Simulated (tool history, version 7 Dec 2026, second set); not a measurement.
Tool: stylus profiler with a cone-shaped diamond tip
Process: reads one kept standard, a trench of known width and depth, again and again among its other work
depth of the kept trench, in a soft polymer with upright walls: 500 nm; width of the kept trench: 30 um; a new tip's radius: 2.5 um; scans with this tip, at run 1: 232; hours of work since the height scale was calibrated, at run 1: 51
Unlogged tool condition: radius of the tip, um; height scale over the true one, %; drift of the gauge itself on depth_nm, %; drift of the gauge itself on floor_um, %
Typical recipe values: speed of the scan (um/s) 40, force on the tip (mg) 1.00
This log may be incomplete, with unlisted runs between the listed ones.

run	hour	speed of the scan (um/s)	force on the tip (mg)	scans with this tip	hours of work since the height scale was calibrated	depth of the trench (angstrom)	width of the trench's floor (µm)
1	0.0	40	1.00	232	51	5019.1	26.60
2	22.8	40	1.00	281	62	5022.0	26.61
3	45.4	40	1.00	330	72	5022.5	26.58
4	66.5	40	1.00	375	82	5020.5	26.61
5	92.7	40	1.00	432	95	5020.1	26.58
6	111.9	40	2.62	473	104	5040.4	26.74
7	143.2	40	2.62	541	119	5040.7	26.64
8	168.9	40	1.00	596	131	5020.1	26.50
9	196.9	40	1.36	657	144	5025.5	26.53
10	226.3	40	1.00	720	158	5019.3	26.53
11	249.2	26	1.00	770	169	5020.0	26.70
12	274.7	40	1.00	825	181	5017.1	26.52
13	313.3	40	1.00	908	199	5018.8	26.50
14	342.1	40	1.00	970	213	5017.8	26.52
15	364.0	54	1.00	1017	223	5018.5	26.41
16	399.3	40	1.87	1093	240	5028.8	26.59
17	419.0	40	1.87	1136	249	5030.1	26.57
18	446.1	41	0.47	1195	262	5009.0	26.31
19	482.8	22	2.23	1274	280	5030.3	26.69
20	498.9	22	2.23	1309	287	5030.7	26.72
21	521.8	75	1.29	1358	298	5020.5	26.24
22	555.0	90	0.52	1430	314	5010.3	25.62
23	579.2	90	0.52	1482	325	5005.8	25.64
24	611.7	90	0.52	1552	341	5007.5	25.59
25	637.4	40	0.65	1608	353	5007.8	26.33
26	662.8	40	0.65	1662	365	5010.6	26.32
27	690.1	40	0.65	1721	378	5008.0	26.30

Run 28, settings as shown, results not yet in. Your forecast:
28	709.7	23	0.65	1764	387	?	?

{"run 28": {"depth of the trench (angstrom)": 5010.0, "width of the trench's floor (µm)": 26.59}}
Without the tool's hidden state the same run would have given depth of the trench (angstrom) 5016.9, width of the trench's floor (µm) 26.77.

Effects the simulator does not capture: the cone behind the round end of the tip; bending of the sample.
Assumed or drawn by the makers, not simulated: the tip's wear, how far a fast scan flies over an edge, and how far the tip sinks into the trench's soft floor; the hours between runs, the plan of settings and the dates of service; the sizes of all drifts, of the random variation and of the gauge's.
